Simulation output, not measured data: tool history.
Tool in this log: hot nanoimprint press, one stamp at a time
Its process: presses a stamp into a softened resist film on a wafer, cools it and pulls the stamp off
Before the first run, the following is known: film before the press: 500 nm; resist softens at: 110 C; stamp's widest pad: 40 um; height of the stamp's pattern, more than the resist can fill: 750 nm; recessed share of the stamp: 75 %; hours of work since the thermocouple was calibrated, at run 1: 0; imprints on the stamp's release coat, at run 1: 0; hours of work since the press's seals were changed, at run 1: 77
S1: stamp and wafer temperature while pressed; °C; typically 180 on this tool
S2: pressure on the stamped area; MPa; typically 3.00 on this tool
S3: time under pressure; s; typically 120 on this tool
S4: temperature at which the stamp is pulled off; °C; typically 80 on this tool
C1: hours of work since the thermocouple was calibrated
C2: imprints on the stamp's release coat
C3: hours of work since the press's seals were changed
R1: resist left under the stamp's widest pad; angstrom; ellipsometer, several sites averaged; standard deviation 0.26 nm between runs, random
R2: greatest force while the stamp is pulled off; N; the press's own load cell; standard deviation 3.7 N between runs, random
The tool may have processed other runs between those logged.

{"run": 1, "hour": 0.0, "S1": 180, "S2": 3.0, "S3": 120, "S4": 80, "C1": 0, "C2": 0, "C3": 77, "R1": 2474, "R2": 178}
{"run": 2, "hour": 36.1, "S1": 180, "S2": 3.0, "S3": 105, "S4": 80, "C1": 20, "C2": 108, "C3": 98, "R1": 2579, "R2": 184}
{"run": 3, "hour": 69.3, "S1": 180, "S2": 3.0, "S3": 105, "S4": 80, "C1": 39, "C2": 209, "C3": 117, "R1": 2579, "R2": 188}
{"run": 4, "hour": 120.1, "S1": 180, "S2": 3.0, "S3": 105, "S4": 80, "C1": 68, "C2": 362, "C3": 145, "R1": 2566, "R2": 202}
{"run": 5, "hour": 154.6, "S1": 180, "S2": 3.0, "S3": 163, "S4": 80, "C1": 87, "C2": 466, "C3": 165, "R1": 2229, "R2": 203}
{"run": 6, "hour": 181.6, "S1": 180, "S2": 3.0, "S3": 120, "S4": 80, "C1": 103, "C2": 547, "C3": 180, "R1": 2456, "R2": 220}
{"run": 7, "hour": 211.6, "S1": 180, "S2": 3.0, "S3": 120, "S4": 80, "C1": 120, "C2": 638, "C3": 197, "R1": 2458, "R2": 210}
{"run": 8, "hour": 267.2, "S1": 180, "S2": 3.0, "S3": 120, "S4": 68, "C1": 151, "C2": 805, "C3": 228, "R1": 2450, "R2": 295}
{"run": 9, "hour": 328.7, "S1": 180, "S2": 3.0, "S3": 120, "S4": 68, "C1": 186, "C2": 991, "C3": 263, "R1": 2446, "R2": 296}
{"run": 10, "hour": 385.7, "S1": 180, "S2": 3.0, "S3": 120, "S4": 80, "C1": 218, "C2": 1162, "C3": 295, "R1": 2436, "R2": 244}
{"run": 11, "hour": 445.6, "S1": 180, "S2": 3.0, "S3": 120, "S4": 80, "C1": 252, "C2": 1343, "C3": 329, "R1": 2431, "R2": 259}
{"run": 12, "hour": 493.9, "S1": 180, "S2": 3.0, "S3": 120, "S4": 80, "C1": 279, "C2": 1489, "C3": 357, "R1": 2427, "R2": 262}
{"run": 13, "hour": 527.5, "S1": 180, "S2": 3.0, "S3": 83, "S4": 87, "C1": 298, "C2": 1590, "C3": 376, "R1": 2714, "R2": 214}
{"hour": 558.5, "done": "stamp cleaned and given a new release coat"}
{"run": 14, "hour": 561.7, "S1": 180, "S2": 3.0, "S3": 83, "S4": 87, "C1": 314, "C2": 10, "C3": 392, "R1": 2711, "R2": 147}
{"hour": 573.5, "done": "plate thermocouple calibrated"}
{"run": 15, "hour": 615.0, "S1": 180, "S2": 3.0, "S3": 221, "S4": 70, "C1": 23, "C2": 162, "C3": 420, "R1": 2021, "R2": 235}
{"run": 16, "hour": 644.8, "S1": 180, "S2": 3.0, "S3": 221, "S4": 70, "C1": 40, "C2": 251, "C3": 437, "R1": 2016, "R2": 245}
{"run": 17, "hour": 690.6, "S1": 180, "S2": 3.0, "S3": 221, "S4": 70, "C1": 66, "C2": 389, "C3": 463, "R1": 2016, "R2": 250}
{"run": 18, "hour": 749.6, "S1": 180, "S2": 3.0, "S3": 221, "S4": 70, "C1": 100, "C2": 568, "C3": 496, "R1": 2006, "R2": 253}
{"run": 19, "hour": 779.6, "S1": 180, "S2": 3.0, "S3": 221, "S4": 70, "C1": 116, "C2": 658, "C3": 513, "R1": 2006, "R2": 276}
{"run": 20, "hour": 841.0, "S1": 187, "S2": 4.16, "S3": 120, "S4": 80, "C1": 151, "C2": 843, "C3": 548, "R1": 1557, "R2": 227}
{"run": 21, "hour": 879.5, "S1": 180, "S2": 2.43, "S3": 126, "S4": 84, "C1": 173, "C2": 959, "C3": 569, "R1": 2683, "R2": 213}
{"run": 22, "hour": 920.5, "S1": 180, "S2": 2.99, "S3": 83, "S4": 84, "C1": 196, "C2": 1083, "C3": 593, "R1": 2738, "R2": 225}
{"run": 23, "hour": 947.4, "S1": 180, "S2": 3.4, "S3": 83, "S4": 84, "C1": 211, "C2": 1164, "C3": 608, "R1": 2564, "R2": 227}
{"run": 24, "hour": 996.6, "S1": 175, "S2": 4.06, "S3": 83, "S4": 84, "C1": 239, "C2": 1312, "C3": 636, "R1": 2809, "R2": 226}

Forecast each of these 5 alternatives for the next run:
{"run": "A", "hour": 1054.1, "S1": 182, "S2": 3.72, "S3": 123, "S4": 84, "C1": 272, "C2": 1485, "C3": 668, "R1": "?", "R2": "?"}
{"run": "B", "hour": 1054.1, "S1": 175, "S2": 4.06, "S3": 226, "S4": 79, "C1": 272, "C2": 1485, "C3": 668, "R1": "?", "R2": "?"}
{"run": "C", "hour": 1054.1, "S1": 175, "S2": 4.06, "S3": 83, "S4": 78, "C1": 272, "C2": 1485, "C3": 668, "R1": "?", "R2": "?"}
{"run": "D", "hour": 1054.1, "S1": 175, "S2": 2.0, "S3": 83, "S4": 84, "C1": 272, "C2": 1485, "C3": 668, "R1": "?", "R2": "?"}
{"run": "E", "hour": 1054.1, "S1": 189, "S2": 2.77, "S3": 83, "S4": 76, "C1": 272, "C2": 1485, "C3": 668, "R1": "?", "R2": "?"}

run=A R1=1982 R2=242
run=B R1=2037 R2=264
run=C R1=2799 R2=267
run=D R1=3751 R2=242
run=E R1=2070 R2=280
Without the tool's hidden state the same runs would have given:
run=A R1=2014 R2=165
run=B R1=2072 R2=179
run=C R1=2841 R2=181
run=D R1=3802 R2=165
run=E R1=2103 R2=190

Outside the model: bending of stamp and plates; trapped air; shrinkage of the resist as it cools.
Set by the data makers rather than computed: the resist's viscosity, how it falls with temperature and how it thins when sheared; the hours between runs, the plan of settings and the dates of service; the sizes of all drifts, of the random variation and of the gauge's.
